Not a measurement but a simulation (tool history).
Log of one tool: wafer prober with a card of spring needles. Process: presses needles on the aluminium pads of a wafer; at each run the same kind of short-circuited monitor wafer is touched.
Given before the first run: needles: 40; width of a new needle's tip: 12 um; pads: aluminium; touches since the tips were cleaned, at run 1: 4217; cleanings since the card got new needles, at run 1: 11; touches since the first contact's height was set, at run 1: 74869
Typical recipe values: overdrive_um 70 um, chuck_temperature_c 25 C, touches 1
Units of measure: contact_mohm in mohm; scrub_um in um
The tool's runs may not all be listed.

| run | day | overdrive_um | chuck_temperature_c | touches | touches since the tips were cleaned | cleanings since the card got new needles | touches since the first contact's height was set | contact_mohm | scrub_um |
|---|---|---|---|---|---|---|---|---|---|
| 1 | 0 | 70 | 25 | 1 | 4217 | 11 | 74869 | 148 | 12.16 |
|  | 0.225 | tips cleaned on abrasive film |
|  | 0.775 | tips cleaned on abrasive film |
| 2 | 1.246 | 70 | 25 | 1 | 5735 | 13 | 89874 | 148 | 12.22 |
|  | 1.375 | tips cleaned on abrasive film |
|  | 1.888 | tips cleaned on abrasive film |
| 3 | 1.975 | 70 | 112 | 1 | 1032 | 15 | 98568 | 160 | 12.24 |
|  | 2.483 | tips cleaned on abrasive film |
|  | 3.046 | tips cleaned on abrasive film |
| 4 | 3.292 | 70 | 25 | 1 | 2979 | 17 | 114455 | 146 | 12.21 |
|  | 3.546 | tips cleaned on abrasive film |
| 5 | 4.025 | 70 | 25 | 1 | 5791 | 18 | 123269 | 143 | 12.14 |
|  | 4.138 | tips cleaned on abrasive film |
|  | 4.721 | tips cleaned on abrasive film |
|  | 5.238 | tips cleaned on abrasive film |
| 6 | 5.238 | 70 | 25 | 1 | 0 | 21 | 137820 | 146 | 12.2 |
|  | 5.746 | tips cleaned on abrasive film |
| 7 | 5.85 | 70 | 25 | 1 | 1250 | 22 | 145178 | 146 | 12.21 |
|  | 6.342 | tips cleaned on abrasive film |
| 8 | 6.596 | 70 | 25 | 2 | 3062 | 23 | 154137 | 146 | 12.24 |
|  | 6.85 | tips cleaned on abrasive film |
| 9 | 7.254 | 53 | 25 | 1 | 4921 | 24 | 162092 | 150 | 9.27 |
|  | 7.379 | tips cleaned on abrasive film |
| 10 | 7.846 | 53 | 43 | 1 | 5669 | 25 | 169196 | 152 | 9.27 |
|  | 7.929 | tips cleaned on abrasive film |
|  | 8.196 | height of the first contact set anew |
|  | 8.446 | tips cleaned on abrasive film |
| 11 | 8.704 | 53 | 43 | 1 | 3126 | 27 | 6109 | 153 | 9.32 |
|  | 9.033 | tips cleaned on abrasive film |
|  | 9.562 | tips cleaned on abrasive film |
|  | 10.083 | tips cleaned on abrasive film |
| 12 | 10.083 | 70 | 25 | 1 | 0 | 30 | 22638 | 145 | 12.25 |
|  | 10.638 | tips cleaned on abrasive film |
| 13 | 10.892 | 70 | 25 | 1 | 3111 | 31 | 32406 | 148 | 12.3 |
|  | 11.204 | tips cleaned on abrasive film |
| 14 | 11.479 | 62 | 25 | 1 | 3345 | 32 | 39465 | 146 | 10.76 |
|  | 11.733 | tips cleaned on abrasive film |
|  | 12.304 | tips cleaned on abrasive film |
| 15 | 12.512 | 62 | 25 | 1 | 2523 | 34 | 51862 | 148 | 10.84 |
|  | 12.8 | tips cleaned on abrasive film |
|  | 13.296 | tips cleaned on abrasive film |
| 16 | 13.7 | 68 | 25 | 1 | 4896 | 36 | 66125 | 144 | 11.88 |
|  | 13.871 | tips cleaned on abrasive film |
|  | 14.458 | tips cleaned on abrasive film |
| 17 | 14.479 | 81 | 27 | 2 | 269 | 38 | 75487 | 145 | 14.3 |
|  | 14.996 | tips cleaned on abrasive film |
|  | 15.567 | tips cleaned on abrasive film |
| 18 | 15.754 | 81 | 27 | 2 | 2293 | 40 | 90822 | 143 | 14.29 |
|  | 16.079 | tips cleaned on abrasive film |
|  | 16.604 | tips cleaned on abrasive film |
| 19 | 16.808 | 70 | 34 | 1 | 2493 | 42 | 103494 | 144 | 12.33 |
|  | 17.175 | tips cleaned on abrasive film |
| 20 | 17.396 | 70 | 34 | 1 | 2690 | 43 | 110562 | 150 | 12.32 |
|  | 17.675 | tips cleaned on abrasive film |
|  | 18.212 | tips cleaned on abrasive film |
| 21 | 18.442 | 70 | 28 | 2 | 2778 | 45 | 123118 | 149 | 12.41 |
|  | 18.704 | tips cleaned on abrasive film |
|  | 19.262 | tips cleaned on abrasive film |
| 22 | 19.425 | 50 | 84 | 1 | 1976 | 47 | 134941 | 162 | 8.86 |
|  | 19.788 | tips cleaned on abrasive film |
|  | 20.296 | tips cleaned on abrasive film |
| 23 | 20.675 | 50 | 74 | 2 | 4611 | 49 | 149979 | 162 | 8.82 |
|  | 20.892 | tips cleaned on abrasive film |
|  | 21.417 | tips cleaned on abrasive film |
|  | 21.992 | tips cleaned on abrasive film |
| 24 | 22.033 | 57 | 45 | 1 | 526 | 52 | 166271 | 151 | 10.09 |
|  | 22.483 | tips cleaned on abrasive film |
|  | 22.583 | height of the first contact set anew |
| 25 | 22.838 | 57 | 45 | 1 | 4115 | 53 | 3062 | 151 | 10.13 |
|  | 23.004 | tips cleaned on abrasive film |
|  | 23.608 | tips cleaned on abrasive film |
|  | 24.158 | tips cleaned on abrasive film |
| 26 | 24.217 | 78 | 26 | 3 | 665 | 56 | 19602 | 145 | 13.89 |
|  | 24.712 | tips cleaned on abrasive film |
| 27 | 25.146 | 78 | 106 | 3 | 5242 | 57 | 30811 | 158 | 13.84 |
|  | 25.271 | tips cleaned on abrasive film |
|  | 25.821 | tips cleaned on abrasive film |
| 28 | 26.092 | 89 | 25 | 1 | 3286 | 59 | 42168 | 141 | 15.77 |
|  | 26.342 | tips cleaned on abrasive film |
| 29 | 26.704 | 70 | 29 | 2 | 4374 | 60 | 49545 | 146 | 12.41 |

Each row is a separate what-if for the run after 29, all from the same tool condition, not one after another. Results?
|  | 26.925 | tips cleaned on abrasive film |
|  | 27.471 | tips cleaned on abrasive film |
| A | 27.854 | 51 | 124 | 1 | 4678 | 62 | 63400 | ? | ? |
|  | 26.925 | tips cleaned on abrasive film |
|  | 27.471 | tips cleaned on abrasive film |
| B | 27.854 | 82 | 42 | 2 | 4678 | 62 | 63400 | ? | ? |
|  | 26.925 | tips cleaned on abrasive film |
|  | 27.471 | tips cleaned on abrasive film |
| C | 27.854 | 59 | 79 | 3 | 4678 | 62 | 63400 | ? | ? |
|  | 26.925 | tips cleaned on abrasive film |
|  | 27.471 | tips cleaned on abrasive film |
| D | 27.854 | 70 | 34 | 2 | 4678 | 62 | 63400 | ? | ? |

| run | contact_mohm | scrub_um |
|---|---|---|
| A | 165 | 9.1 |
| B | 148 | 14.68 |
| C | 155 | 10.5 |
| D | 145 | 12.47 |
Take away the tool's hidden state, keep each run's random variation, and the runs would have read:
| run | contact_mohm | scrub_um |
|---|---|---|
| A | 165 | 8.88 |
| B | 148 | 14.32 |
| C | 154 | 10.24 |
| D | 145 | 12.16 |
